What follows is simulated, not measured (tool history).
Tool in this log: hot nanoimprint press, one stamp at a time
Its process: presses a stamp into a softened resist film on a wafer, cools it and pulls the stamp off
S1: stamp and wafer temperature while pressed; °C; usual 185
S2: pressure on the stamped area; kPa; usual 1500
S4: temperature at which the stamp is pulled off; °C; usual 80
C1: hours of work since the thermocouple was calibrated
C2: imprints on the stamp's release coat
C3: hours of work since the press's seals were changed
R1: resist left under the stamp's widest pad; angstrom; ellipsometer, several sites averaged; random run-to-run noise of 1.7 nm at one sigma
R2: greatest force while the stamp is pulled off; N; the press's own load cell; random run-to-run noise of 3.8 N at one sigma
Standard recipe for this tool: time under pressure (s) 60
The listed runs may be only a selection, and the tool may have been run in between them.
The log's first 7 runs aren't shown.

-- hour=373.9 press's hydraulic seals changed and the load cell set to zero
run 8 hour=425.1 | S1=185 S2=1500 time_under_pressure_(s)=60 S4=80 | C1=286 C2=1030 C3=22 | R1=4113 R2=176
run 9 hour=468.1 | S1=185 S2=2190 time_under_pressure_(s)=60 S4=80 | C1=304 C2=1128 C3=40 | R1=3536 R2=184
run 10 hour=502.5 | S1=185 S2=1500 time_under_pressure_(s)=60 S4=79 | C1=319 C2=1206 C3=55 | R1=4105 R2=186
run 11 hour=563.2 | S1=185 S2=1500 time_under_pressure_(s)=60 S4=80 | C1=345 C2=1344 C3=81 | R1=4112 R2=185
run 12 hour=641.8 | S1=185 S2=1500 time_under_pressure_(s)=60 S4=80 | C1=378 C2=1523 C3=114 | R1=4120 R2=181
run 13 hour=695.1 | S1=185 S2=1500 time_under_pressure_(s)=60 S4=80 | C1=401 C2=1645 C3=137 | R1=4134 R2=178
-- hour=757.8 plate thermocouple calibrated
run 14 hour=763.6 | S1=185 S2=1500 time_under_pressure_(s)=60 S4=80 | C1=2 C2=1794 C3=165 | R1=4132 R2=177
run 15 hour=845.2 | S1=185 S2=1500 time_under_pressure_(s)=60 S4=80 | C1=37 C2=1980 C3=200 | R1=4146 R2=180
run 16 hour=882.2 | S1=195 S2=1530 time_under_pressure_(s)=99 S4=76 | C1=53 C2=2064 C3=216 | R1=2594 R2=196
run 17 hour=955.5 | S1=196 S2=2170 time_under_pressure_(s)=60 S4=80 | C1=84 C2=2231 C3=247 | R1=2605 R2=179
run 18 hour=998.6 | S1=190 S2=1500 time_under_pressure_(s)=69 S4=80 | C1=103 C2=2329 C3=265 | R1=3466 R2=179
-- hour=1041 gauge calibrated
-- hour=1047 stamp cleaned and given a new release coat
run 19 hour=1073.2 | S1=184 S2=1500 time_under_pressure_(s)=106 S4=80 | C1=132 C2=59 C3=295 | R1=3428 R2=184
run 20 hour=1145 | S1=193 S2=1230 time_under_pressure_(s)=45 S4=75 | C1=163 C2=223 C3=325 | R1=3922 R2=199
run 21 hour=1227.2 | S1=193 S2=2160 time_under_pressure_(s)=70 S4=75 | C1=198 C2=410 C3=360 | R1=2630 R2=199
run 22 hour=1270.7 | S1=193 S2=1900 time_under_pressure_(s)=43 S4=75 | C1=216 C2=509 C3=379 | R1=3363 R2=197
run 23 hour=1344.2 | S1=186 S2=970 time_under_pressure_(s)=60 S4=80 | C1=248 C2=676 C3=410 | R1=4677 R2=175
run 24 hour=1408.9 | S1=186 S2=970 time_under_pressure_(s)=60 S4=80 | C1=275 C2=824 C3=438 | R1=4657 R2=183
run 25 hour=1468.1 | S1=186 S2=970 time_under_pressure_(s)=60 S4=80 | C1=301 C2=959 C3=463 | R1=4670 R2=190
run 26 hour=1540.4 | S1=186 S2=970 time_under_pressure_(s)=60 S4=80 | C1=332 C2=1123 C3=494 | R1=4691 R2=182
run 27 hour=1579.8 | S1=182 S2=1500 time_under_pressure_(s)=42 S4=79 | C1=348 C2=1213 C3=511 | R1=4893 R2=181

Run 28 is up next; what results do you expect?
run 28 hour=1635.4 | S1=185 S2=1500 time_under_pressure_(s)=99 S4=80 | C1=372 C2=1340 C3=535 | R1=? R2=?

Run 28 yielded R1 3467 angstrom, R2 181 N.
Take away the tool's hidden state, keep the run-to-run variation as it was, and the same run would have given R1 3426 angstrom, R2 180 N.

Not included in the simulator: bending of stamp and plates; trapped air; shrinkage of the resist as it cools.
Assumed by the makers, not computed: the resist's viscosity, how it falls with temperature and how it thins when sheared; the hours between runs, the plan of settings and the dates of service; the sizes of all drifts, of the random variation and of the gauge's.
